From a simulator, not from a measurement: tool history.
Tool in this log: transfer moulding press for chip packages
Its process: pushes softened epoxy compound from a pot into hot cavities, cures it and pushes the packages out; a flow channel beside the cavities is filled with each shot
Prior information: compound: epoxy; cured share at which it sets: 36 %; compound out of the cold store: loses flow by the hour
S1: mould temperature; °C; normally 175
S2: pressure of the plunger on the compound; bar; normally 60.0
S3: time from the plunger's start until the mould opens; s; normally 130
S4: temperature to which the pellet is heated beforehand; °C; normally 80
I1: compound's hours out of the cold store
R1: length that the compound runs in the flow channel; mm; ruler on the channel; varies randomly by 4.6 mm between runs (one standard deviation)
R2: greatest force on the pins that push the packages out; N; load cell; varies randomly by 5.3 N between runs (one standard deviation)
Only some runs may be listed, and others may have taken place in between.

| run | hour | S1 | S2 | S3 | S4 | I1 | R1 | R2 |
|---|---|---|---|---|---|---|---|---|
| 1 | 0.0 | 175 | 60.0 | 130 | 80 | 10.5 | 994 | 263 |
| 2 | 10.7 | 175 | 60.0 | 130 | 80 | 33.0 | 883 | 267 |
| 3 | 28.1 | 175 | 60.0 | 130 | 80 | 21.5 | 927 | 295 |
| 4 | 51.8 | 175 | 60.0 | 130 | 80 | 34.1 | 872 | 331 |
|  | 63.2 | cavities cleaned with cleaning compound and waxed |
| 5 | 70.8 | 175 | 60.0 | 130 | 80 | 19.0 | 937 | 219 |
| 6 | 86.4 | 175 | 60.0 | 130 | 80 | 23.0 | 913 | 253 |
| 7 | 110.7 | 175 | 60.0 | 130 | 80 | 30.3 | 874 | 282 |
| 8 | 136.3 | 180 | 60.0 | 130 | 80 | 22.3 | 895 | 310 |
|  | 146.8 | cavities cleaned with cleaning compound and waxed |
| 9 | 149.7 | 175 | 60.0 | 130 | 80 | 29.8 | 873 | 203 |
| 10 | 166.4 | 175 | 60.0 | 130 | 80 | 32.9 | 845 | 248 |
|  | 173.0 | plunger's sealing rings changed |
| 11 | 189.7 | 176 | 60.0 | 130 | 80 | 24.5 | 957 | 283 |
| 12 | 205.0 | 176 | 60.0 | 130 | 80 | 33.8 | 918 | 302 |
| 13 | 229.4 | 175 | 60.0 | 130 | 80 | 37.2 | 909 | 344 |
|  | 232.1 | cavities cleaned with cleaning compound and waxed |
| 14 | 255.6 | 175 | 60.0 | 130 | 80 | 30.8 | 931 | 253 |
| 15 | 280.3 | 175 | 60.0 | 130 | 80 | 33.9 | 917 | 295 |
| 16 | 292.5 | 175 | 50.6 | 133 | 86 | 44.9 | 787 | 307 |
|  | 316.2 | cavities cleaned with cleaning compound and waxed |
| 17 | 320.3 | 177 | 54.9 | 149 | 74 | 46.9 | 804 | 175 |
| 18 | 334.5 | 177 | 54.9 | 149 | 74 | 40.8 | 824 | 218 |
| 19 | 356.8 | 182 | 68.8 | 120 | 74 | 45.8 | 887 | 272 |
| 20 | 369.7 | 181 | 51.7 | 141 | 88 | 47.6 | 759 | 287 |
| 21 | 381.4 | 181 | 48.5 | 131 | 88 | 40.2 | 770 | 295 |
|  | 399.9 | cavities cleaned with cleaning compound and waxed |
| 22 | 404.3 | 181 | 48.5 | 131 | 88 | 47.4 | 744 | 193 |
| 23 | 428.0 | 174 | 58.2 | 143 | 80 | 11.4 | 988 | 264 |
| 24 | 445.5 | 174 | 58.2 | 143 | 80 | 17.4 | 946 | 287 |
| 25 | 459.3 | 179 | 67.1 | 121 | 80 | 16.4 | 1006 | 300 |
|  | 483.3 | cavities cleaned with cleaning compound and waxed |
| 26 | 487.1 | 181 | 60.0 | 113 | 80 | 28.3 | 888 | 190 |
| 27 | 506.0 | 175 | 53.1 | 130 | 82 | 46.0 | 782 | 237 |
| 28 | 518.4 | 176 | 45.1 | 114 | 87 | 30.1 | 767 | 299 |
|  | 536.8 | mould's thermocouples calibrated |
| 29 | 540.1 | 176 | 45.1 | 114 | 87 | 20.1 | 807 | 346 |

What if the next run were any one of these 3? Each begins from the tool's condition after run 29:
| A | 563.2 | 182 | 62.9 | 149 | 87 | 8.0 | ? | ? |
| B | 563.2 | 170 | 45.1 | 114 | 87 | 25.7 | ? | ? |
| C | 563.2 | 176 | 71.0 | 114 | 87 | 26.1 | ? | ? |

| run | R1 | R2 |
|---|---|---|
| A | 981 | 310 |
| B | 789 | 521 |
| C | 969 | 369 |
What these runs would have given with no unlogged condition in the tool:
| run | R1 | R2 |
|---|---|---|
| A | 1052 | 167 |
| B | 847 | 277 |
| C | 1040 | 196 |
